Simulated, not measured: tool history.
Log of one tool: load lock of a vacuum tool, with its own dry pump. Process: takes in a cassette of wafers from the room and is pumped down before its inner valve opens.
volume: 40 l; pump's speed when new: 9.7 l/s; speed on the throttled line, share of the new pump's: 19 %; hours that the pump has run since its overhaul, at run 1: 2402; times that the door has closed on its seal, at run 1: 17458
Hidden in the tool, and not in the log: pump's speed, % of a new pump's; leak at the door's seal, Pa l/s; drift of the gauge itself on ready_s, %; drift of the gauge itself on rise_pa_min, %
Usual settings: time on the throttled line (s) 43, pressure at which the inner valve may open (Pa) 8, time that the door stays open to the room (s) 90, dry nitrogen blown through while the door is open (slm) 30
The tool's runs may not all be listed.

run	hour	time on the throttled line (s)	pressure at which the inner valve may open (Pa)	time that the door stays open to the room (s)	dry nitrogen blown through while the door is open (slm)	hours that the pump has run since its overhaul	times that the door has closed on its seal	incoming humidity of the room's air, %	time from the closed door until the inner valve may open (s)	rise of the pressure with all valves shut (Pa/min)
1	0	43	8	90	30	2402	17458	46.5	75.4	0.113
2	104.8	43	8	90	30	2507	17906	44.1	74.5	0.108
3	172.2	43	8	90	30	2574	18194	45.2	74.2	0.11
4	241.2	43	8	160	30	2643	18489	48.4	74.5	0.122
5	330.2	43	8	160	30	2733	18870	48.6	75.2	0.122
6	437.3	43	8	90	30	2840	19328	43.7	74.8	0.122
7	488.9	43	8	90	30	2891	19548	45.9	75	0.117
8	577.1	43	8	90	30	2979	19925	45	74.5	0.121
9	645.4	43	10	90	30	3048	20217	45.9	73.5	0.119
10	709.6	43	10	90	30	3112	20492	45.6	74.1	0.123
11	769.4	43	8	90	5	3172	20747	47	75.5	0.15
12	829.6	43	10	90	5	3232	21005	42.7	74.4	0.139
13	882.7	43	10	221	16	3285	21232	43.4	72.9	0.159
14	975.9	73	8	90	30	3378	21630	42.8	99.4	0.129
15	1086.5	43	13	90	34	3489	22103	43.2	73.1	0.137
16	1182.1	43	10	129	30	3584	22512	45.9	73.7	0.144
17	1287	43	10	129	30	3689	22960	45.5	74.2	0.144
18	1342.8	43	10	129	30	3745	23199	41.8	74.3	0.138
19	1457.2	43	14	77	30	3860	23688	47.7	73.1	0.144
20	1533.9	43	13	90	25	3936	24016	47.8	73.3	0.149
21	1640.6	56	8	90	30	4043	24472	44.6	85.2	0.146
22	1704.5	43	7	141	30	4107	24745	46.9	76.2	0.16
23	1770.7	25	8	220	30	4173	25029	42.6	60.9	0.169

Measured less the same run without the tool's hidden state. The same run-to-run variation is in both; the gauge's scatter may not be:
run	time from the closed door until the inner valve may open (s)	rise of the pressure with all valves shut (Pa/min)
1	+0.7	+0.076
2	+0.7	+0.078
3	+0.7	+0.079
4	+0.7	+0.082
5	+0.7	+0.083
6	+0.8	+0.088
7	+0.8	+0.088
8	+0.9	+0.091
9	+0.9	+0.093
10	+0.9	+0.093
11	+0.9	+0.095
12	+0.9	+0.095
13	+0.9	+0.099
14	+0.8	+0.101
15	+1	+0.104
16	+1	+0.107
17	+1.1	+0.108
18	+1.1	+0.108
19	+1.2	+0.112
20	+1.1	+0.115
21	+1.1	+0.12
22	+1.4	+0.122
23	+1.5	+0.125
